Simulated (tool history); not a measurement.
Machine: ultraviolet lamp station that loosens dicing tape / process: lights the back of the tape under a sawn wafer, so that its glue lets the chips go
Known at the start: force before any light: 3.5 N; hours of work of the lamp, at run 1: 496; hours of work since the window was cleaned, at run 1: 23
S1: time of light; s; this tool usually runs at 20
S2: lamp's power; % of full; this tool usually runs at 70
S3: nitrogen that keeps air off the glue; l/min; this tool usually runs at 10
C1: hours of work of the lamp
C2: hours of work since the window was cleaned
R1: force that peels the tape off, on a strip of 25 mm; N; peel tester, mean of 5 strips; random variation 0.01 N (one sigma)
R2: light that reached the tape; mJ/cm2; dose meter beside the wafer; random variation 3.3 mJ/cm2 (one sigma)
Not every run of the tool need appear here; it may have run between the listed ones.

run   hour  S1  S2  S3   C1   C2     R1   R2
  1    0.0  20  70  10  496   23  0.594  432
  2   15.2  20  70  10  506   33  0.615  421
  3   39.8  20  70  10  522   49  0.604  422
  4   57.3  20  70  20  534   61  0.435  426
  5   77.6  20  70  20  547   74  0.441  421
  6  106.9  22  70  20  567   94  0.396  452
  7  127.8  22  70  20  581  108  0.404  450
  8  145.6  22  70  20  593  119  0.379  444
  9  165.3  20  70  10  606  133  0.699  398
 10  178.3  20  63  10  614  141  0.791  354
 11  191.6  20  70  18  623  150  0.525  396
 12  220.2  26  70  12  642  169  0.427  502
 13  238.4  26  70  12  654  181  0.405  503
 14  262.6  24  97   9  670  197  0.319  635
 15  292.3  11  81  18  690  217  1.121  238
 16  315.7  11  81  18  706  233  1.059  236
 17  336.6  11  81  10  720  247  1.299  236

4 ways to go on from here, each from the tool as it stands after run 17. What would each give?
  A  351.6  35  74  18  729  256   ?   ?
  B  351.6  34  70   5  729  256   ?   ?
  C  351.6  14  76  10  729  256   ?   ?
  D  351.6  11  81   9  729  256   ?   ?

run     R1   R2
  A  0.175  674
  B  0.500  623
  C  1.129  276
  D  1.378  234
Had the tool no hidden state, the same runs would have come out as:
run     R1   R2
  A  0.089  956
  B  0.247  884
  C  0.709  392
  D  0.943  331
